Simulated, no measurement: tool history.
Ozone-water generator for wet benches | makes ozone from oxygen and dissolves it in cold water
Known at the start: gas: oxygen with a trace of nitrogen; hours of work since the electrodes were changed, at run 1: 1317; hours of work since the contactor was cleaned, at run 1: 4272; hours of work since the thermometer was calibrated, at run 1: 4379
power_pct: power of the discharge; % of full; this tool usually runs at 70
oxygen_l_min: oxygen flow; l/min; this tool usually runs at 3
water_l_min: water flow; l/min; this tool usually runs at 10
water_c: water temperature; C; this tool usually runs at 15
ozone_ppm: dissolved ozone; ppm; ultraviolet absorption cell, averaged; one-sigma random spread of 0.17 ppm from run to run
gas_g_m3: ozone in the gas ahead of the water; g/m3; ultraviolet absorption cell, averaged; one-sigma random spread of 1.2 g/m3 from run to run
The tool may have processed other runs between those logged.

run,hour,power_pct,oxygen_l_min,water_l_min,water_c,hours of work since the electrodes were changed,hours of work since the contactor was cleaned,hours of work since the thermometer was calibrated,ozone_ppm,gas_g_m3
1,0,70,3,10,15,1317,4272,4379,22.6,213.4
2,70.7,70,3,10,15,1384,4339,4446,22.3,215.1
3,147.7,70,3,10,15,1458,4413,4520,22.4,213.6
4,193.3,92,3,10,15,1501,4456,4563,27.6,262.1
5,273.9,92,3,10,15,1578,4533,4640,27.4,263.9
6,312.3,77,3,10,15,1614,4569,4676,23.7,229.6
7,392.1,77,3,10,15,1690,4645,4752,23.5,228.9
8,439.7,77,3,10,15,1735,4691,4797,23.8,227.1
9,487.4,77,3,10,15,1781,4736,4843,23.4,229
10,530.8,77,3,10,15,1822,4777,4884,23.4,227.7

What does the tool deliver on the next run?
11,601.8,77,3,10,15,1890,4845,4952,?,?

ozone_ppm: 23.3 ppm
gas_g_m3: 225.2 g/m3
Minus the tool's unlogged condition, the same run would have read ozone_ppm 25.4 ppm, gas_g_m3 237.8 g/m3.
